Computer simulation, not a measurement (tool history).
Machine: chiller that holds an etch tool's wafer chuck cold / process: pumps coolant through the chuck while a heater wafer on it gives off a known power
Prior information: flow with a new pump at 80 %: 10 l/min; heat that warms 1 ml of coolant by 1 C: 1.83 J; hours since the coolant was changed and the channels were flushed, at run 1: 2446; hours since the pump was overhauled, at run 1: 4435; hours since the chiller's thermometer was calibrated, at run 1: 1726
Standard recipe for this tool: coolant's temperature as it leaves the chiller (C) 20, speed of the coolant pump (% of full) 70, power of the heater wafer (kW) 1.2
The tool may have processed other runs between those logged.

| run | day | coolant's temperature as it leaves the chiller (C) | speed of the coolant pump (% of full) | power of the heater wafer (kW) | hours since the coolant was changed and the channels were flushed | hours since the pump was overhauled | hours since the chiller's thermometer was calibrated | chuck's temperature once it has settled (K) | how much warmer the coolant comes back (C) |
|---|---|---|---|---|---|---|---|---|---|
| 1 | 0 | 20 | 70 | 1.2 | 2446 | 4435 | 1726 | 306.25 | 4.81 |
| 2 | 2.454 | 20 | 70 | 1.2 | 2505 | 4494 | 1784 | 306.55 | 4.9 |
| 3 | 4.775 | 20 | 70 | 1.2 | 2560 | 4549 | 1840 | 306.25 | 4.82 |
| 4 | 7.525 | 20 | 70 | 1.2 | 2626 | 4615 | 1906 | 306.55 | 4.88 |
| 5 | 9.446 | 20 | 70 | 1.2 | 2672 | 4661 | 1952 | 306.55 | 4.86 |
| 6 | 10.933 | 20 | 70 | 1.2 | 2708 | 4697 | 1988 | 306.55 | 4.84 |
| 7 | 12.971 | 20 | 70 | 1.2 | 2757 | 4746 | 2037 | 306.65 | 4.85 |
| 8 | 16 | 20 | 70 | 1.2 | 2830 | 4819 | 2110 | 306.45 | 4.88 |
| 9 | 18.908 | 20 | 70 | 1.2 | 2900 | 4888 | 2179 | 306.45 | 4.89 |
| 10 | 21.288 | 20 | 70 | 1.2 | 2957 | 4946 | 2236 | 306.35 | 4.89 |
| 11 | 23.508 | 20 | 70 | 1.2 | 3010 | 4999 | 2290 | 306.65 | 4.88 |
| 12 | 25.442 | 20 | 70 | 1.2 | 3056 | 5045 | 2336 | 306.75 | 4.86 |
| 13 | 27.208 | 20 | 70 | 1.2 | 3099 | 5088 | 2379 | 306.55 | 4.88 |
| 14 | 29.721 | 20 | 70 | 1.2 | 3159 | 5148 | 2439 | 306.75 | 4.87 |
| 15 | 31.908 | 20 | 70 | 0.923 | 3212 | 5200 | 2491 | 303.55 | 3.76 |
| 16 | 33.829 | 20 | 70 | 0.923 | 3258 | 5247 | 2537 | 303.55 | 3.8 |
| 17 | 36.196 | 20 | 70 | 1.342 | 3314 | 5303 | 2594 | 308.55 | 5.52 |
| 18 | 39.208 | 20 | 70 | 1.342 | 3387 | 5376 | 2667 | 308.45 | 5.52 |
| 19 | 42.067 | 13 | 65 | 1.2 | 3455 | 5444 | 2735 | 300.75 | 5.33 |
| 20 | 44.042 | 29 | 61 | 0.978 | 3503 | 5492 | 2783 | 314.85 | 4.59 |
|  | 44.242 | chiller's thermometer calibrated |
| 21 | 46.625 | 14 | 64 | 0.978 | 3564 | 5553 | 57 | 299.25 | 4.41 |
| 22 | 48.2 | 14 | 64 | 0.978 | 3602 | 5590 | 95 | 299.05 | 4.39 |
| 23 | 50.208 | 15 | 74 | 1.786 | 3650 | 5639 | 143 | 307.65 | 7.01 |

Run 24 comes next. What will it give?
| 24 | 51.933 | 14 | 74 | 1.786 | 3691 | 5680 | 185 | ? | ? |

Run 24 gave chuck's temperature once it has settled (K) 306.45, how much warmer the coolant comes back (C) 6.96.
Had the tool carried no hidden state, the very same run would have given chuck's temperature once it has settled (K) 304.15, how much warmer the coolant comes back (C) 6.33.
